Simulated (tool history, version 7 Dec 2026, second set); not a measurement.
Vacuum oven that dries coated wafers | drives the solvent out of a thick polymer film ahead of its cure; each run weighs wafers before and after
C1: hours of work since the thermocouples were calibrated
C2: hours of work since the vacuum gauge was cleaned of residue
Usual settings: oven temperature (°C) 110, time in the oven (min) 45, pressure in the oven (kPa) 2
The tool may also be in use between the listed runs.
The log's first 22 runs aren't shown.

run 23 hour=447.5 | oven_temperature_(°C)=108 time_in_the_oven_(min)=45 pressure_in_the_oven_(kPa)=2 | C1=381 C2=696 | solvent_left_in_the_film_(%)=1.48
run 24 hour=472.1 | oven_temperature_(°C)=104 time_in_the_oven_(min)=45 pressure_in_the_oven_(kPa)=2 | C1=392 C2=707 | solvent_left_in_the_film_(%)=2.29
run 25 hour=492.4 | oven_temperature_(°C)=118 time_in_the_oven_(min)=45 pressure_in_the_oven_(kPa)=2 | C1=402 C2=717 | solvent_left_in_the_film_(%)=0.49
run 26 hour=518.3 | oven_temperature_(°C)=118 time_in_the_oven_(min)=45 pressure_in_the_oven_(kPa)=2 | C1=414 C2=729 | solvent_left_in_the_film_(%)=0.53
run 27 hour=536.4 | oven_temperature_(°C)=111 time_in_the_oven_(min)=45 pressure_in_the_oven_(kPa)=3.55 | C1=423 C2=738 | solvent_left_in_the_film_(%)=1.38
run 28 hour=550.4 | oven_temperature_(°C)=123 time_in_the_oven_(min)=68 pressure_in_the_oven_(kPa)=2 | C1=429 C2=744 | solvent_left_in_the_film_(%)=0.33
run 29 hour=579.5 | oven_temperature_(°C)=123 time_in_the_oven_(min)=68 pressure_in_the_oven_(kPa)=2 | C1=443 C2=758 | solvent_left_in_the_film_(%)=0.34
run 30 hour=602.9 | oven_temperature_(°C)=110 time_in_the_oven_(min)=37 pressure_in_the_oven_(kPa)=2 | C1=454 C2=769 | solvent_left_in_the_film_(%)=1.6
run 31 hour=620.7 | oven_temperature_(°C)=110 time_in_the_oven_(min)=37 pressure_in_the_oven_(kPa)=2 | C1=463 C2=778 | solvent_left_in_the_film_(%)=1.59
run 32 hour=645.7 | oven_temperature_(°C)=110 time_in_the_oven_(min)=45 pressure_in_the_oven_(kPa)=3.01 | C1=474 C2=790 | solvent_left_in_the_film_(%)=1.46
run 33 hour=662.8 | oven_temperature_(°C)=110 time_in_the_oven_(min)=45 pressure_in_the_oven_(kPa)=3.01 | C1=483 C2=798 | solvent_left_in_the_film_(%)=1.42
run 34 hour=681.1 | oven_temperature_(°C)=110 time_in_the_oven_(min)=29 pressure_in_the_oven_(kPa)=6.56 | C1=491 C2=806 | solvent_left_in_the_film_(%)=3.41
run 35 hour=694.4 | oven_temperature_(°C)=110 time_in_the_oven_(min)=35 pressure_in_the_oven_(kPa)=6.56 | C1=497 C2=813 | solvent_left_in_the_film_(%)=2.71
run 36 hour=716.7 | oven_temperature_(°C)=119 time_in_the_oven_(min)=27 pressure_in_the_oven_(kPa)=1.05 | C1=508 C2=823 | solvent_left_in_the_film_(%)=0.9

Run 37 comes next. What will it give?
run 37 hour=737.8 | oven_temperature_(°C)=119 time_in_the_oven_(min)=27 pressure_in_the_oven_(kPa)=1.05 | C1=518 C2=833 | solvent_left_in_the_film_(%)=?

solvent left in the film (%): 0.9
Without the tool's hidden state the same run would have given solvent left in the film (%) 0.79.
